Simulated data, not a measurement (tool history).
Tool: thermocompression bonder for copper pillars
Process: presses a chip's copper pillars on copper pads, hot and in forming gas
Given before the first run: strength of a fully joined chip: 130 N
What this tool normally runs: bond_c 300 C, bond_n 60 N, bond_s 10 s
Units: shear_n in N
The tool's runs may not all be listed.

Run 1, hour 0.0: usual settings. Result: shear_n 77.4 N.
Run 2, hour 6.7: usual settings. Result: shear_n 77.2 N.
Run 3, hour 11.4: usual settings. Result: shear_n 77.2 N.
Run 4, hour 20.2: usual settings. Result: shear_n 78.9 N.
Run 5, hour 26.8: usual settings. Result: shear_n 78.0 N.
Run 6, hour 32.4: usual settings but bond_s 5 s. Result: shear_n 62.0 N.
Run 7, hour 40.0: usual settings but bond_n 47 N. Result: shear_n 64.1 N.
Run 8, hour 43.9: usual settings but bond_n 47 N. Result: shear_n 63.6 N.
Run 9, hour 50.9: usual settings but bond_n 47 N. Result: shear_n 63.1 N.
Run 10, hour 59.4: usual settings but bond_n 47 N. Result: shear_n 64.5 N.
Run 11, hour 66.5: usual settings. Result: shear_n 78.0 N.
Run 12, hour 73.6: usual settings. Result: shear_n 77.4 N.
Run 13, hour 81.3: usual settings. Result: shear_n 78.4 N.
Run 14, hour 89.1: usual settings but bond_c 289 C. Result: shear_n 68.2 N.
Run 15, hour 95.0: usual settings but bond_c 289 C. Result: shear_n 68.6 N.
Run 16, hour 102.9: usual settings but bond_c 289 C. Result: shear_n 67.9 N.
Run 17, hour 107.2: usual settings but bond_n 38 N. Result: shear_n 52.3 N.
Run 18, hour 115.1: usual settings but bond_n 38 N. Result: shear_n 52.0 N.
Run 19, hour 120.9: usual settings. Result: shear_n 77.6 N.
Run 20, hour 127.1: usual settings. Result: shear_n 77.1 N.
Run 21, hour 132.2: usual settings but bond_c 321 C, bond_n 46 N, bond_s 27 s. Result: shear_n 99.6 N.
Run 22, hour 137.7: usual settings but bond_c 311 C, bond_s 19 s. Result: shear_n 99.7 N.
Run 23, hour 142.4: usual settings but bond_c 286 C, bond_s 19 s. Result: shear_n 80.7 N.
Run 24, hour 146.4: usual settings but bond_c 321 C, bond_n 50 N, bond_s 28 s. Result: shear_n 104.4 N.
Run 25, hour 151.5: usual settings but bond_n 64 N, bond_s 19 s. Result: shear_n 94.7 N.
Run 26, hour 157.3: usual settings but bond_c 278 C, bond_n 56 N. Result: shear_n 55.8 N.
Run 27, hour 165.1: usual settings but bond_c 297 C, bond_n 87 N, bond_s 13 s. Result: shear_n 100.2 N.
Run 28, hour 172.1: usual settings but bond_c 297 C, bond_n 87 N, bond_s 13 s. Result: shear_n 100.5 N.
Run 29, hour 176.8: usual settings but bond_c 298 C, bond_s 12 s. Result: shear_n 79.5 N.
Run 30, hour 185.3: usual settings but bond_c 323 C, bond_n 52 N, bond_s 8 s. Result: shear_n 81.6 N.
Run 31, hour 190.2: usual settings but bond_c 323 C, bond_n 52 N, bond_s 8 s. Result: shear_n 80.8 N.
Run 32, hour 194.0: usual settings but bond_c 323 C, bond_n 52 N, bond_s 8 s. Result: shear_n 80.8 N.
Run 33, hour 199.3: usual settings but bond_n 42 N, bond_s 14 s. Result: shear_n 63.3 N.
Run 34, hour 207.0: usual settings but bond_n 54 N, bond_s 12 s. Result: shear_n 74.5 N.
At hour 211.7: forming gas filter changed.
Run 35, hour 216.7: usual settings but bond_n 54 N, bond_s 12 s. Result: shear_n 77.3 N.
Run 36, hour 222.3: usual settings but bond_c 286 C, bond_n 84 N, bond_s 8 s. Result: shear_n 82.1 N.
Run 37, hour 228.7: usual settings but bond_c 313 C, bond_n 86 N, bond_s 22 s. Result: shear_n 120.6 N.
Run 38, hour 233.8: usual settings but bond_n 78 N. Result: shear_n 93.6 N.
Run 39, hour 239.2: usual settings but bond_c 279 C, bond_n 37 N, bond_s 13 s. Result: shear_n 42.0 N.

Some steps in shear_n between neighbouring runs. How much of each would the tool show without its hidden state too (settings, what came in, random variation), and how much is left for the hidden state, with any gauge scatter that isn't in both results?
What the log doesn't record here: true temperature of the bond over the reading, C; force that reaches the chip, % of what is set; oxide that the forming gas leaves, % of the face; drift of the gauge itself on shear_n, %.
Run 25 -> 26: bond_c 300 -> 278, bond_n 64 -> 56, bond_s 19 -> 10. shear_n -38.9 N: hidden state +0.9, all else -39.8.
Run 26 -> 27: bond_c 278 -> 297, bond_n 56 -> 87, bond_s 10 -> 13. shear_n +44.4 N: hidden state -1.4, all else +45.8.
Run 34 -> 35: forming gas filter changed. shear_n +2.8 N: hidden state +2.5, all else +0.3.
Run 36 -> 37: bond_c 286 -> 313, bond_n 84 -> 86, bond_s 8 -> 22. shear_n +38.5 N: hidden state -1.3, all else +39.8.
Run 38 -> 39: bond_c 300 -> 279, bond_n 78 -> 37, bond_s 10 -> 13. shear_n -51.6 N: hidden state -0.2, all else -51.4.
